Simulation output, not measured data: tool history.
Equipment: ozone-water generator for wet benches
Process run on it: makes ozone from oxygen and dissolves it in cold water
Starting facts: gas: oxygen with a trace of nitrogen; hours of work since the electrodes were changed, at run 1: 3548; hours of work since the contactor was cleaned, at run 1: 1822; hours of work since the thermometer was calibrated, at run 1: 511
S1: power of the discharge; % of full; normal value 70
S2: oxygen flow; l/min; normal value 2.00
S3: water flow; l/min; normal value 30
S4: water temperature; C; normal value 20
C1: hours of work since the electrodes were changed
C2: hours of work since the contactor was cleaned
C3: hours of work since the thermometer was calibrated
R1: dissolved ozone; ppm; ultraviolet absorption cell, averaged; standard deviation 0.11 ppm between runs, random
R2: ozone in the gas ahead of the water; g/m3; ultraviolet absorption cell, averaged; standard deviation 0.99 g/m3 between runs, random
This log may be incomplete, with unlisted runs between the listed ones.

run    hour  S1    S2  S3  S4    C1    C2    C3   R1     R2
  1     0.0  70  2.00  30  20  3548  1822   511  7.1  153.7
  2   103.3  70  2.00  30  20  3630  1904   593  7.1  153.1
  3   265.1  70  2.00  30  20  3759  2033   721  7.0  153.0
  4   408.6  70  2.00  30  20  3873  2147   836  6.9  154.0
      420.4  -- contactor cleaned
  5   502.2  70  2.00  30  20  3945    65   907  7.0  153.1
  6   589.9  70  1.73  30  20  4014   135   977  6.7  164.0
  7   680.6  70  1.82  30  20  4086   207  1049  6.6  160.9
  8   800.9  73  1.25  25  20  4182   303  1144  7.2  200.5
  9   942.8  70  2.12  33  14  4295   416  1257  6.6  147.3
 10  1065.0  58  1.70  23  18  4392   513  1354  7.8  150.2

Across each entry between runs, compare the hidden state at the last listed run before it with the hidden state at the first listed run after it:
In the gap between runs 4 and 5: contactor cleaned (hour 420.4)
  yield of the discharge, % of new electrodes': 89.3 -> 89.1; contactor's efficiency, % of a clean one's: 96.9 -> 95.6
  difference, measured minus the result without the unlogged condition, R1: -0.9 -> -0.9 ppm; R2: -18.3 -> -18.6 g/m3

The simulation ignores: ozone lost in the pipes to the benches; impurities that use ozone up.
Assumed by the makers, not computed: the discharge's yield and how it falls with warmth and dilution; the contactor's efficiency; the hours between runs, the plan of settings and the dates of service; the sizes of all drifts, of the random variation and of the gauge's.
